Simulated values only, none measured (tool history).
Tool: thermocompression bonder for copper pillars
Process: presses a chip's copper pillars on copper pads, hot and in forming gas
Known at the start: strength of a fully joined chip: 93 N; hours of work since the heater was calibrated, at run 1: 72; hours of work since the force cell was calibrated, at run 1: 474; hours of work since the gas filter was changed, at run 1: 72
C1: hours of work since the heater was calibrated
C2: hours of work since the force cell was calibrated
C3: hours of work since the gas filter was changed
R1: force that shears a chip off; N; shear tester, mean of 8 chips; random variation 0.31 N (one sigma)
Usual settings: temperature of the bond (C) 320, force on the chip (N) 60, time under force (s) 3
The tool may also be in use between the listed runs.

run 1 hour=0 | temperature_of_the_bond_(C)=320 force_on_the_chip_(N)=60 time_under_force_(s)=3 | C1=72 C2=474 C3=72 | R1=36.1
run 2 hour=23.3 | temperature_of_the_bond_(C)=320 force_on_the_chip_(N)=60 time_under_force_(s)=3 | C1=85 C2=488 C3=85 | R1=37.1
run 3 hour=56.7 | temperature_of_the_bond_(C)=320 force_on_the_chip_(N)=60 time_under_force_(s)=3 | C1=105 C2=507 C3=105 | R1=36.5
run 4 hour=88.4 | temperature_of_the_bond_(C)=320 force_on_the_chip_(N)=60 time_under_force_(s)=3 | C1=124 C2=526 C3=124 | R1=36.4
run 5 hour=121.1 | temperature_of_the_bond_(C)=320 force_on_the_chip_(N)=60 time_under_force_(s)=3 | C1=143 C2=545 C3=143 | R1=35.8
run 6 hour=138.5 | temperature_of_the_bond_(C)=320 force_on_the_chip_(N)=79 time_under_force_(s)=3 | C1=153 C2=556 C3=153 | R1=42.2
run 7 hour=154.6 | temperature_of_the_bond_(C)=320 force_on_the_chip_(N)=79 time_under_force_(s)=3 | C1=163 C2=565 C3=163 | R1=41.5
run 8 hour=170.8 | temperature_of_the_bond_(C)=320 force_on_the_chip_(N)=79 time_under_force_(s)=3 | C1=172 C2=575 C3=172 | R1=42.1
run 9 hour=192.9 | temperature_of_the_bond_(C)=320 force_on_the_chip_(N)=60 time_under_force_(s)=3 | C1=186 C2=588 C3=186 | R1=35.3
run 10 hour=215.7 | temperature_of_the_bond_(C)=327 force_on_the_chip_(N)=60 time_under_force_(s)=3 | C1=199 C2=601 C3=199 | R1=38.3
run 11 hour=247.3 | temperature_of_the_bond_(C)=319 force_on_the_chip_(N)=60 time_under_force_(s)=3 | C1=218 C2=620 C3=218 | R1=34.3
run 12 hour=261.9 | temperature_of_the_bond_(C)=312 force_on_the_chip_(N)=60 time_under_force_(s)=2 | C1=226 C2=629 C3=226 | R1=27.8
run 13 hour=281.1 | temperature_of_the_bond_(C)=337 force_on_the_chip_(N)=82 time_under_force_(s)=6 | C1=238 C2=640 C3=238 | R1=60
run 14 hour=299.9 | temperature_of_the_bond_(C)=337 force_on_the_chip_(N)=41 time_under_force_(s)=2 | C1=249 C2=651 C3=249 | R1=28.5
-- hour=305.2 heater calibrated with a thermocouple chip
run 15 hour=321.4 | temperature_of_the_bond_(C)=337 force_on_the_chip_(N)=41 time_under_force_(s)=2 | C1=10 C2=663 C3=260 | R1=27.9
run 16 hour=338.5 | temperature_of_the_bond_(C)=324 force_on_the_chip_(N)=41 time_under_force_(s)=3 | C1=20 C2=673 C3=270 | R1=28.2
run 17 hour=359.6 | temperature_of_the_bond_(C)=348 force_on_the_chip_(N)=47 time_under_force_(s)=4 | C1=32 C2=685 C3=283 | R1=44.2
run 18 hour=389.9 | temperature_of_the_bond_(C)=317 force_on_the_chip_(N)=66 time_under_force_(s)=8 | C1=50 C2=703 C3=301 | R1=48.8
run 19 hour=409 | temperature_of_the_bond_(C)=317 force_on_the_chip_(N)=66 time_under_force_(s)=8 | C1=61 C2=714 C3=312 | R1=49.1
-- hour=430.2 heater calibrated with a thermocouple chip, once more
run 20 hour=438.8 | temperature_of_the_bond_(C)=318 force_on_the_chip_(N)=83 time_under_force_(s)=3 | C1=5 C2=731 C3=328 | R1=41.6
-- hour=447.7 forming gas filter changed
run 21 hour=456.2 | temperature_of_the_bond_(C)=320 force_on_the_chip_(N)=38 time_under_force_(s)=2 | C1=15 C2=741 C3=5 | R1=23.7

Hidden state or all else? Some run-to-run changes of R1, split into what the settings, what came in and random variation would give without the hidden state, and what is left for the hidden state (with any gauge scatter that isn't in both results):
The hidden state here: true temperature of the bond over the reading, C; force that reaches the chip, % of what is set; oxide that the forming gas leaves, % of the face; drift of the gauge itself on shear_n, %.
Run 12 -> 13: temperature of the bond (C) 312 -> 337, force on the chip (N) 60 -> 82, time under force (s) 2 -> 6. R1 +32.2 N: hidden state -1.7, all else +33.9.
Run 13 -> 14: force on the chip (N) 82 -> 41, time under force (s) 6 -> 2. R1 -31.5 N: hidden state +1.5, all else -33.
Run 19 -> 20: temperature of the bond (C) 317 -> 318, force on the chip (N) 66 -> 83, time under force (s) 8 -> 3, heater calibrated with a thermocouple chip, once more. R1 -7.5 N: hidden state +2.4, all else -9.9.
Run 20 -> 21: temperature of the bond (C) 318 -> 320, force on the chip (N) 83 -> 38, time under force (s) 3 -> 2, forming gas filter changed. R1 -17.9 N: hidden state +2.5, all else -20.4.
